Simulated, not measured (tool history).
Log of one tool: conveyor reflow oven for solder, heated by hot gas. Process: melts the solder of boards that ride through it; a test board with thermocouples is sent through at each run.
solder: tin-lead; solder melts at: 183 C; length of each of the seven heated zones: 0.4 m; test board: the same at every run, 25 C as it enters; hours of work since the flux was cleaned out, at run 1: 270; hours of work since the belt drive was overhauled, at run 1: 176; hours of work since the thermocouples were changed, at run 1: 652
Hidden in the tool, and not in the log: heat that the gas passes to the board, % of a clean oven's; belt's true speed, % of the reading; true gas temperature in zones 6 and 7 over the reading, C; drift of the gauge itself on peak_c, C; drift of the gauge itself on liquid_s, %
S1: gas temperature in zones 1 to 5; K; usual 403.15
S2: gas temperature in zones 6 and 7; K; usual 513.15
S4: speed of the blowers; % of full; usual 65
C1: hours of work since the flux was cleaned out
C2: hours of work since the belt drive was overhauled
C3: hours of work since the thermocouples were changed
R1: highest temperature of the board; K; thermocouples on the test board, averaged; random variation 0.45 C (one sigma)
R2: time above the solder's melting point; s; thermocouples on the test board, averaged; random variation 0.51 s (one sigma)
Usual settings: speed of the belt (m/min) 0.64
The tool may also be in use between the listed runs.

run 1 hour=0 | S1=403.15 S2=513.15 speed_of_the_belt_(m/min)=0.64 S4=65 | C1=270 C2=176 C3=652 | R1=487.55 R2=51.1
run 2 hour=4.5 | S1=393.15 S2=513.15 speed_of_the_belt_(m/min)=0.64 S4=65 | C1=273 C2=179 C3=655 | R1=485.85 R2=45.5
run 3 hour=11.7 | S1=403.15 S2=513.15 speed_of_the_belt_(m/min)=0.64 S4=65 | C1=278 C2=184 C3=659 | R1=488.75 R2=50.3
run 4 hour=20.7 | S1=403.15 S2=513.15 speed_of_the_belt_(m/min)=0.64 S4=65 | C1=283 C2=190 C3=665 | R1=488.35 R2=50.8
run 5 hour=25.4 | S1=403.15 S2=513.15 speed_of_the_belt_(m/min)=0.64 S4=83 | C1=286 C2=193 C3=668 | R1=494.75 R2=56.3
run 6 hour=34.5 | S1=403.15 S2=513.15 speed_of_the_belt_(m/min)=0.64 S4=83 | C1=292 C2=198 C3=674 | R1=493.65 R2=57.1
run 7 hour=39.6 | S1=403.15 S2=513.15 speed_of_the_belt_(m/min)=0.64 S4=63 | C1=295 C2=202 C3=677 | R1=487.45 R2=49.3
run 8 hour=46.3 | S1=403.15 S2=525.15 speed_of_the_belt_(m/min)=0.64 S4=63 | C1=300 C2=206 C3=681 | R1=497.45 R2=56.9
run 9 hour=52.5 | S1=403.15 S2=525.15 speed_of_the_belt_(m/min)=0.64 S4=63 | C1=304 C2=210 C3=685 | R1=496.75 R2=58.4
run 10 hour=58.2 | S1=403.15 S2=513.15 speed_of_the_belt_(m/min)=0.64 S4=65 | C1=307 C2=213 C3=689 | R1=487.65 R2=51.2
run 11 hour=62.4 | S1=403.15 S2=513.15 speed_of_the_belt_(m/min)=0.64 S4=65 | C1=310 C2=216 C3=691 | R1=488.35 R2=49.8
run 12 hour=70.9 | S1=403.15 S2=513.15 speed_of_the_belt_(m/min)=0.64 S4=65 | C1=315 C2=222 C3=697 | R1=487.75 R2=49.8
run 13 hour=76.4 | S1=403.15 S2=513.15 speed_of_the_belt_(m/min)=0.64 S4=65 | C1=319 C2=225 C3=700 | R1=488.05 R2=50.6
run 14 hour=85.6 | S1=403.15 S2=513.15 speed_of_the_belt_(m/min)=0.64 S4=65 | C1=325 C2=231 C3=706 | R1=487.85 R2=50.8
run 15 hour=91.7 | S1=389.15 S2=513.15 speed_of_the_belt_(m/min)=0.64 S4=65 | C1=329 C2=235 C3=710 | R1=485.15 R2=44.5
run 16 hour=99.8 | S1=414.15 S2=513.15 speed_of_the_belt_(m/min)=0.693 S4=65 | C1=334 C2=240 C3=715 | R1=486.75 R2=48.6
run 17 hour=108.5 | S1=403.15 S2=513.15 speed_of_the_belt_(m/min)=0.511 S4=65 | C1=339 C2=245 C3=721 | R1=496.45 R2=73.2
run 18 hour=112.5 | S1=403.15 S2=513.15 speed_of_the_belt_(m/min)=0.511 S4=65 | C1=342 C2=248 C3=723 | R1=497.05 R2=73.4
run 19 hour=119.4 | S1=403.15 S2=511.15 speed_of_the_belt_(m/min)=0.511 S4=76 | C1=346 C2=252 C3=728 | R1=498.05 R2=75.7
run 20 hour=128.8 | S1=391.15 S2=522.15 speed_of_the_belt_(m/min)=0.721 S4=86 | C1=352 C2=258 C3=734 | R1=495.95 R2=46.8
run 21 hour=138.3 | S1=395.15 S2=501.15 speed_of_the_belt_(m/min)=0.721 S4=86 | C1=358 C2=264 C3=740 | R1=479.75 R2=35.7
run 22 hour=143.9 | S1=390.15 S2=501.15 speed_of_the_belt_(m/min)=0.622 S4=89 | C1=362 C2=268 C3=743 | R1=485.15 R2=46.4
run 23 hour=149.5 | S1=390.15 S2=501.15 speed_of_the_belt_(m/min)=0.622 S4=89 | C1=365 C2=272 C3=747 | R1=484.15 R2=46.9
run 24 hour=159.2 | S1=390.15 S2=501.15 speed_of_the_belt_(m/min)=0.622 S4=89 | C1=372 C2=278 C3=753 | R1=484.35 R2=46.8
run 25 hour=166.3 | S1=390.15 S2=503.15 speed_of_the_belt_(m/min)=0.572 S4=77 | C1=376 C2=282 C3=757 | R1=486.75 R2=53
run 26 hour=170.2 | S1=403.15 S2=523.15 speed_of_the_belt_(m/min)=0.64 S4=53 | C1=379 C2=285 C3=760 | R1=489.55 R2=51
run 27 hour=178.1 | S1=395.15 S2=513.15 speed_of_the_belt_(m/min)=0.64 S4=65 | C1=384 C2=290 C3=765 | R1=486.05 R2=47.1
run 28 hour=185.7 | S1=390.15 S2=520.15 speed_of_the_belt_(m/min)=0.725 S4=51 | C1=388 C2=295 C3=770 | R1=475.75 R2=27.9
run 29 hour=192.9 | S1=403.15 S2=513.15 speed_of_the_belt_(m/min)=0.565 S4=65 | C1=393 C2=299 C3=774 | R1=491.95 R2=62.4
-- hour=201.1 flux residue cleaned out of gas plates and filters
run 30 hour=203.5 | S1=403.15 S2=513.15 speed_of_the_belt_(m/min)=0.565 S4=65 | C1=2 C2=303 C3=778 | R1=492.95 R2=61.2

Forecast each of these 5 alternatives for the next run:
run A hour=207.6 | S1=416.15 S2=513.15 speed_of_the_belt_(m/min)=0.64 S4=89 | C1=4 C2=305 C3=781 | R1=? R2=?
run B hour=207.6 | S1=403.15 S2=521.15 speed_of_the_belt_(m/min)=0.565 S4=71 | C1=4 C2=305 C3=781 | R1=? R2=?
run C hour=207.6 | S1=396.15 S2=513.15 speed_of_the_belt_(m/min)=0.603 S4=58 | C1=4 C2=305 C3=781 | R1=? R2=?
run D hour=207.6 | S1=410.15 S2=522.15 speed_of_the_belt_(m/min)=0.565 S4=73 | C1=4 C2=305 C3=781 | R1=? R2=?
run E hour=207.6 | S1=403.15 S2=513.15 speed_of_the_belt_(m/min)=0.64 S4=71 | C1=4 C2=305 C3=781 | R1=? R2=?

run=A R1=498.05 R2=63.9
run=B R1=501.55 R2=69.2
run=C R1=486.35 R2=48
run=D R1=504.55 R2=74.2
run=E R1=490.95 R2=53.3
Without the tool's hidden state the same runs would have given:
run=A R1=497.85 R2=63.8
run=B R1=501.35 R2=69
run=C R1=486.15 R2=47.8
run=D R1=504.35 R2=74.1
run=E R1=490.75 R2=53.1
